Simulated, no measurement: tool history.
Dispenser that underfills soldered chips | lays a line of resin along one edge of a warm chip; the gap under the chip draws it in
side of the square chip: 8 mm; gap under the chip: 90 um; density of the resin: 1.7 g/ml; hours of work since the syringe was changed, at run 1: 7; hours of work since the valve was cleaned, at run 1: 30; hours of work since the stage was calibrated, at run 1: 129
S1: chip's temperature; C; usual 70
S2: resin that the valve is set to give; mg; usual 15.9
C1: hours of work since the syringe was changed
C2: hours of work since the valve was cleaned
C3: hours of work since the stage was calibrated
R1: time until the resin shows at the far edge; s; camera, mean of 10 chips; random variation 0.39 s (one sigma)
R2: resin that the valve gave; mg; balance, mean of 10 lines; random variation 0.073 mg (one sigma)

Run 1, day 0: usual settings; C1 7; C2 30; C3 129. Result: R1 42.1 s, R2 15.35 mg.
At day 0.062: new syringe of resin.
Run 2, day 0.179: usual settings; C1 2; C2 32; C3 132. Result: R1 27.6 s, R2 15.4 mg.
Run 3, day 0.333: usual settings but S2 20.4 mg; C1 4; C2 35; C3 134. Result: R1 33.7 s, R2 19.73 mg.
Run 4, day 0.462: usual settings but S2 14.9 mg; C1 6; C2 37; C3 136. Result: R1 41.9 s, R2 14.35 mg.
At day 0.55: new syringe of resin.
Run 5, day 0.608: usual settings but S2 14.9 mg; C1 1; C2 39; C3 139. Result: R1 26.2 s, R2 14.24 mg.
At day 0.742: dispensing valve cleaned and set on the balance.
Run 6, day 0.754: usual settings but S1 61 C; C1 3; C2 0; C3 140. Result: R1 49.3 s, R2 15.89 mg.
Run 7, day 0.908: usual settings but S1 61 C; C1 5; C2 3; C3 143. Result: R1 61 s, R2 15.8 mg.
At day 1.075: new syringe of resin.
Run 8, day 1.146: usual settings but S1 61 C; C1 1; C2 6; C3 146. Result: R1 42 s, R2 15.86 mg.
Run 9, day 1.346: usual settings but S1 61 C; C1 4; C2 10; C3 150. Result: R1 56.7 s, R2 15.63 mg.
Run 10, day 1.458: usual settings but S1 61 C; C1 6; C2 11; C3 151. Result: R1 65.5 s, R2 15.77 mg.
At day 1.567: new syringe of resin.
Run 11, day 1.662: usual settings; C1 2; C2 14; C3 155. Result: R1 27 s, R2 15.73 mg.
Run 12, day 1.808: usual settings; C1 4; C2 17; C3 157. Result: R1 32.7 s, R2 15.64 mg.
Run 13, day 2.012: usual settings; C1 7; C2 20; C3 160. Result: R1 44 s, R2 15.67 mg.
At day 2.05: new syringe of resin.
Run 14, day 2.196: usual settings; C1 2; C2 23; C3 163. Result: R1 28.8 s, R2 15.61 mg.
Run 15, day 2.354: usual settings but S1 64 C; C1 5; C2 25; C3 166. Result: R1 49 s, R2 15.48 mg.
Run 16, day 2.45: usual settings but S1 64 C; C1 6; C2 27; C3 167. Result: R1 56.7 s, R2 15.41 mg.
At day 2.538: new syringe of resin.
Run 17, day 2.692: usual settings but S1 64 C; C1 2; C2 31; C3 171. Result: R1 40.5 s, R2 15.42 mg.
Run 18, day 2.888: usual settings but S1 80 C; C1 6; C2 34; C3 174. Result: R1 23 s, R2 15.44 mg.
At day 3.033: new syringe of resin.
Run 19, day 3.112: usual settings but S1 80 C; C1 1; C2 37; C3 177. Result: R1 15.8 s, R2 15.31 mg.
Run 20, day 3.225: usual settings but S1 63 C, S2 17.9 mg; C1 3; C2 39; C3 179. Result: R1 44.5 s, R2 17.28 mg.
At day 3.362: dispensing valve cleaned and set on the balance.
Run 21, day 3.362: usual settings but S1 63 C, S2 17.9 mg; C1 5; C2 0; C3 181. Result: R1 50.6 s, R2 17.84 mg.
At day 3.567: new syringe of resin.
Run 22, day 3.571: usual settings but S1 71 C; C1 0; C2 3; C3 184. Result: R1 21.8 s, R2 15.82 mg.
Run 23, day 3.742: usual settings but S1 71 C; C1 3; C2 6; C3 187. Result: R1 27.6 s, R2 15.8 mg.
Run 24, day 3.879: usual settings but S2 20.2 mg; C1 5; C2 8; C3 189. Result: R1 34.8 s, R2 20.01 mg.
Run 25, day 4.033: usual settings but S2 20.2 mg; C1 8; C2 11; C3 191. Result: R1 43.2 s, R2 20.06 mg.
At day 4.058: new syringe of resin.
Run 26, day 4.225: usual settings but S2 20.2 mg; C1 3; C2 14; C3 194. Result: R1 28.8 s, R2 19.91 mg.
Run 27, day 4.408: usual settings but S1 55 C, S2 18.3 mg; C1 6; C2 16; C3 197. Result: R1 87.1 s, R2 17.98 mg.
At day 4.542: new syringe of resin.
Run 28, day 4.642: usual settings but S1 57 C, S2 14.9 mg; C1 2; C2 20; C3 201. Result: R1 54.6 s, R2 14.74 mg.
Run 29, day 4.821: usual settings but S1 58 C, S2 18.6 mg; C1 4; C2 23; C3 204. Result: R1 65.8 s, R2 18.26 mg.
Run 30, day 4.979: usual settings but S1 63 C, S2 18 mg; C1 7; C2 25; C3 206. Result: R1 62.4 s, R2 17.64 mg.
At day 5.029: new syringe of resin.
Run 31, day 5.167: usual settings but S1 63 C, S2 18 mg; C1 2; C2 28; C3 209. Result: R1 40 s, R2 17.57 mg.
Run 32, day 5.296: usual settings but S1 72 C, S2 15.5 mg; C1 4; C2 30; C3 211. Result: R1 29.6 s, R2 15.12 mg.
Run 33, day 5.438: usual settings but S1 67 C; C1 7; C2 33; C3 213. Result: R1 48.2 s, R2 15.35 mg.
At day 5.529: new syringe of resin.
Run 34, day 5.654: usual settings but S1 67 C; C1 2; C2 36; C3 217. Result: R1 32.4 s, R2 15.33 mg.
Run 35, day 5.829: usual settings but S1 67 C; C1 5; C2 39; C3 220. Result: R1 41.5 s, R2 15.21 mg.
At day 5.975: dispensing valve cleaned and set on the balance.
Run 36, day 6.004: usual settings but S1 56 C, S2 16.9 mg; C1 7; C2 0; C3 222. Result: R1 90.9 s, R2 16.91 mg.
At day 6.067: new syringe of resin.
Run 37, day 6.192: usual settings but S1 56 C, S2 16.9 mg; C1 2; C2 3; C3 225. Result: R1 59 s, R2 17.02 mg.

Hidden state at the last listed run before each entry between runs and at the first one after, where it differs:
Between runs 1 and 2: new syringe of resin (day 0.062)
  resin's viscosity, % of fresh resin's: 178.4 -> 117.8; dose that the valve gives, % of what is set: 97.07 -> 96.81; true chip temperature over the reading, C: 0.6 -> 0.61
  measured less the result without the state, R1: +18 -> +3.5 s; R2: -0.47 -> -0.5 mg
Between runs 4 and 5: new syringe of resin (day 0.55)
  resin's viscosity, % of fresh resin's: 174.9 -> 109.5; dose that the valve gives, % of what is set: 96.4 -> 96.19; true chip temperature over the reading, C: 0.63 -> 0.64
  measured less the result without the state, R1: +17.5 -> +1.6 s; R2: -0.53 -> -0.57 mg
Between runs 5 and 6: dispensing valve cleaned and set on the balance (day 0.742)
  resin's viscosity, % of fresh resin's: 109.5 -> 127; dose that the valve gives, % of what is set: 96.19 -> 100.11; true chip temperature over the reading, C: 0.64 -> 0.65
  measured less the result without the state, R1: +1.6 -> +8.9 s; R2: -0.57 -> +0.02 mg
Between runs 7 and 8: new syringe of resin (day 1.075)
  resin's viscosity, % of fresh resin's: 157 -> 110.2; dose that the valve gives, % of what is set: 99.87 -> 99.52; true chip temperature over the reading, C: 0.66 -> 0.68
  measured less the result without the state, R1: +20.6 -> +2.5 s; R2: -0.02 -> -0.08 mg
Between runs 10 and 11: new syringe of resin (day 1.567)
  resin's viscosity, % of fresh resin's: 169.9 -> 113.2; dose that the valve gives, % of what is set: 99.06 -> 98.77; true chip temperature over the reading, C: 0.7 -> 0.71
  measured less the result without the state, R1: +25.4 -> +2.2 s; R2: -0.15 -> -0.2 mg
Between runs 13 and 14: new syringe of resin (day 2.05)
  resin's viscosity, % of fresh resin's: 184.3 -> 123.2; dose that the valve gives, % of what is set: 98.27 -> 97.99; true chip temperature over the reading, C: 0.74 -> 0.75
  measured less the result without the state, R1: +19.2 -> +4.6 s; R2: -0.27 -> -0.32 mg
Between runs 16 and 17: new syringe of resin (day 2.538)
  resin's viscosity, % of fresh resin's: 175.5 -> 125.8; dose that the valve gives, % of what is set: 97.62 -> 97.28; true chip temperature over the reading, C: 0.77 -> 0.78
  measured less the result without the state, R1: +22.9 -> +7 s; R2: -0.38 -> -0.44 mg
Between runs 18 and 19: new syringe of resin (day 3.033)
  resin's viscosity, % of fresh resin's: 166 -> 111.3; dose that the valve gives, % of what is set: 96.96 -> 96.64; true chip temperature over the reading, C: 0.8 -> 0.81
  measured less the result without the state, R1: +8.7 -> +1.1 s; R2: -0.48 -> -0.53 mg
Between runs 20 and 21: dispensing valve cleaned and set on the balance (day 3.362)
  resin's viscosity, % of fresh resin's: 130.3 -> 149.2; dose that the valve gives, % of what is set: 96.45 -> 100.05; true chip temperature over the reading, C: 0.82 -> 0.83
  measured less the result without the state, R1: +8.7 -> +15 s; R2: -0.64 -> +0 mg
Between runs 21 and 22: new syringe of resin (day 3.567)
  resin's viscosity, % of fresh resin's: 149.2 -> 98.6; dose that the valve gives, % of what is set: 100.05 -> 99.76; true chip temperature over the reading, C: 0.83 -> 0.84
  measured less the result without the state, R1: +15 -> -1.3 s; R2: +0 -> -0.04 mg
Between runs 25 and 26: new syringe of resin (day 4.058)
  resin's viscosity, % of fresh resin's: 188.4 -> 128.4; dose that the valve gives, % of what is set: 99.03 -> 98.77; true chip temperature over the reading, C: 0.87 -> 0.89
  measured less the result without the state, R1: +19.1 -> +5.3 s; R2: -0.19 -> -0.24 mg
Between runs 27 and 28: new syringe of resin (day 4.542)
  resin's viscosity, % of fresh resin's: 165.8 -> 114.7; dose that the valve gives, % of what is set: 98.5 -> 98.16; true chip temperature over the reading, C: 0.9 -> 0.92
  measured less the result without the state, R1: +32 -> +4.6 s; R2: -0.28 -> -0.28 mg
Between runs 30 and 31: new syringe of resin (day 5.029)
  resin's viscosity, % of fresh resin's: 182.8 -> 120.9; dose that the valve gives, % of what is set: 97.65 -> 97.38; true chip temperature over the reading, C: 0.94 -> 0.95
  measured less the result without the state, R1: +26.3 -> +5.3 s; R2: -0.42 -> -0.48 mg
Between runs 33 and 34: new syringe of resin (day 5.529)
  resin's viscosity, % of fresh resin's: 177.2 -> 119.3; dose that the valve gives, % of what is set: 96.93 -> 96.64; true chip temperature over the reading, C: 0.97 -> 0.98
  measured less the result without the state, R1: +19.7 -> +3.9 s; R2: -0.49 -> -0.53 mg
Between runs 35 and 36: dispensing valve cleaned and set on the balance (day 5.975)
  resin's viscosity, % of fresh resin's: 151.9 -> 183.3; dose that the valve gives, % of what is set: 96.38 -> 100.01; true chip temperature over the reading, C: 1 -> 1.01
  measured less the result without the state, R1: +12.9 -> +38.2 s; R2: -0.57 -> +0.01 mg
Between runs 36 and 37: new syringe of resin (day 6.067)
  resin's viscosity, % of fresh resin's: 183.3 -> 120.6; dose that the valve gives, % of what is set: 100.01 -> 99.75; true chip temperature over the reading, C: 1.01 -> 1.02
  measured less the result without the state, R1: +38.2 -> +7.2 s; R2: +0.01 -> -0.04 mg
